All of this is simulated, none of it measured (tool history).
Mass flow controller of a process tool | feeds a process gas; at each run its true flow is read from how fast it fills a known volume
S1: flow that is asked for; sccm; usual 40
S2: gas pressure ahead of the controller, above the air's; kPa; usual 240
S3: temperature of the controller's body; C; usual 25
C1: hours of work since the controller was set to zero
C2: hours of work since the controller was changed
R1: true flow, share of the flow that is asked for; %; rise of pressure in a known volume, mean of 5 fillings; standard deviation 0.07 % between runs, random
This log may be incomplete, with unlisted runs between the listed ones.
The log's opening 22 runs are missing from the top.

Run 23, hour 5238.4: usual settings but S1 87 sccm, S2 182 kPa, S3 32 C; C1 2395; C2 2395. Result: R1 100.63 %.
Run 24, hour 5384.5: usual settings but S1 90 sccm, S2 183 kPa, S3 21 C; C1 2446; C2 2446. Result: R1 100.27 %.
Run 25, hour 5673.8: usual settings but S1 11 sccm, S3 30 C; C1 2546; C2 2546. Result: R1 99.26 %.
Run 26, hour 5939.4: usual settings but S1 11 sccm, S3 30 C; C1 2639; C2 2639. Result: R1 99.33 %.
Run 27, hour 6236.5: usual settings but S1 11 sccm, S3 30 C; C1 2742; C2 2742. Result: R1 99.47 %.
Run 28, hour 6520: usual settings but S1 11 sccm, S3 30 C; C1 2840; C2 2840. Result: R1 99.32 %.
Run 29, hour 6735: usual settings but S1 11 sccm, S3 30 C; C1 2915; C2 2915. Result: R1 99.39 %.
Run 30, hour 6910.3: usual settings but S1 11 sccm, S2 181 kPa, S3 36 C; C1 2976; C2 2976. Result: R1 100.02 %.
Run 31, hour 7078.1: usual settings but S1 42 sccm, S2 229 kPa; C1 3034; C2 3034. Result: R1 99.86 %.
Run 32, hour 7424.1: usual settings but S1 21 sccm, S3 29 C; C1 3155; C2 3155. Result: R1 99.67 %.
Run 33, hour 7708.7: usual settings but S1 10 sccm, S2 169 kPa, S3 22 C; C1 3254; C2 3254. Result: R1 99.6 %.
Run 34, hour 8060.5: usual settings but S1 33 sccm, S2 207 kPa, S3 27 C; C1 3376; C2 3376. Result: R1 99.94 %.
Run 35, hour 8268.3: usual settings but S1 33 sccm, S2 207 kPa, S3 27 C; C1 3448; C2 3448. Result: R1 100.16 %.
Run 36, hour 8546.8: usual settings but S2 154 kPa, S3 34 C; C1 3545; C2 3545. Result: R1 100.61 %.
Run 37, hour 8861.1: usual settings but S2 142 kPa; C1 3654; C2 3654. Result: R1 100.46 %.
Run 38, hour 9218.7: usual settings but S2 178 kPa; C1 3779; C2 3779. Result: R1 100.24 %.
Run 39, hour 9408.6: usual settings but S2 178 kPa; C1 3845; C2 3845. Result: R1 100.24 %.
At hour 9472.5: gauge calibrated.
Run 40, hour 9680.6: usual settings but S1 12 sccm, S2 247 kPa, S3 28 C; C1 3939; C2 3939. Result: R1 98.64 %.
Run 41, hour 9905.7: usual settings but S1 12 sccm, S2 247 kPa, S3 28 C; C1 4018; C2 4018. Result: R1 98.71 %.
Run 42, hour 10059.4: usual settings but S1 12 sccm, S2 247 kPa, S3 28 C; C1 4071; C2 4071. Result: R1 98.72 %.
Run 43, hour 10304.1: usual settings but S1 28 sccm, S2 184 kPa, S3 21 C; C1 4156; C2 4156. Result: R1 99.08 %.

3 ways to go on from here, each from the tool as it stands after run 43. What would each give?
Run A, hour 10469: usual settings but S2 199 kPa; C1 4213; C2 4213. Result: R1 ?.
Run B, hour 10469: usual settings but S1 58 sccm, S3 33 C; C1 4213; C2 4213. Result: R1 ?.
Run C, hour 10469: usual settings but S1 48 sccm, S3 26 C; C1 4213; C2 4213. Result: R1 ?.

run     R1
  A  99.23
  B  99.59
  C  99.17
The same runs, with their run-to-run variation unchanged, on a tool lacking any hidden condition would have given:
run     R1
  A  99.11
  B  99.47
  C  99.05
